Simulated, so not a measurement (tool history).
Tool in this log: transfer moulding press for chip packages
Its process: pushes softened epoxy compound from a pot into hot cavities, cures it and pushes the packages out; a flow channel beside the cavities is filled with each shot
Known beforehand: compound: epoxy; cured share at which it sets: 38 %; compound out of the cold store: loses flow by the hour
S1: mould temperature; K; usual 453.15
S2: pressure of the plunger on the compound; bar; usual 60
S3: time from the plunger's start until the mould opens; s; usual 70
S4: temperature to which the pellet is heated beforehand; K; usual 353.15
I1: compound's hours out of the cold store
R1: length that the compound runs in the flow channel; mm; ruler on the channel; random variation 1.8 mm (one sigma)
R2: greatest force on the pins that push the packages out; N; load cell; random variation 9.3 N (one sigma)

run   hour      S1    S2  S3      S4    I1   R1   R2
  1      0  453.15    60  70  353.15  10.8  926  452
  2   23.6  453.15    60  61  353.15  15.1  908  610
  3   44.8  453.15    60  61  353.15    18  889  622
  4     67  453.15    60  61  353.15  15.6  902  648
      97.7  -- cavities cleaned with cleaning compound and waxed
  5   97.7  453.15    60  70  353.15   8.8  935  450
     122.2  -- mould's thermocouples calibrated
  6  145.4  453.15    60  70  353.15  38.8  798  407
  7  180.9  453.15    60  68  353.15  29.7  834  452
     198.2  -- cavities cleaned with cleaning compound and waxed
  8  226.8  453.15  53.6  70  353.15  19.3  833  427
  9    255  453.15  53.6  70  353.15  45.4  731  420
 10  287.2  453.15  65.4  70  353.15  16.4  938  453
     295.8  -- cavities cleaned with cleaning compound and waxed
 11  317.6  453.15  65.4  70  353.15  43.3  819  405
 12  365.9  453.15  65.4  70  353.15  34.4  853  414
     395.5  -- cavities cleaned with cleaning compound and waxed
     400.1  -- plunger's sealing rings changed
 13  418.3  453.15  65.4  70  353.15  42.7  819  407
 14  451.1  453.15  65.4  70  353.15  19.9  919  431
 15  493.1  453.15  49.2  75  343.15  47.1  696  375
     499.2  -- cavities cleaned with cleaning compound and waxed
 16  532.1  451.15  72.6  83  354.15  46.1  851  350
 17  558.2  453.15  61.6  70  349.15    33  837  420
     598.2  -- cavities cleaned with cleaning compound and waxed
 18    605  453.15  56.6  70  350.15  38.7  781  425
 19  646.6  453.15  56.6  70  350.15  32.7  803  415
     694.8  -- cavities cleaned with cleaning compound and waxed
 20  694.8  453.15  56.6  70  363.15  45.9  748  399
 21  717.6  447.15    60  70  349.15  11.4  933  667

Run 22 has not been measured yet. What should we expect?
 22  744.2  453.15  60  70  358.15  18   ?   ?

{"run 22": {"R1": 889, "R2": 426}}
Take away the tool's hidden state, keep the run-to-run variation as it was, and the same run would have given R1 890 mm, R2 422 N.
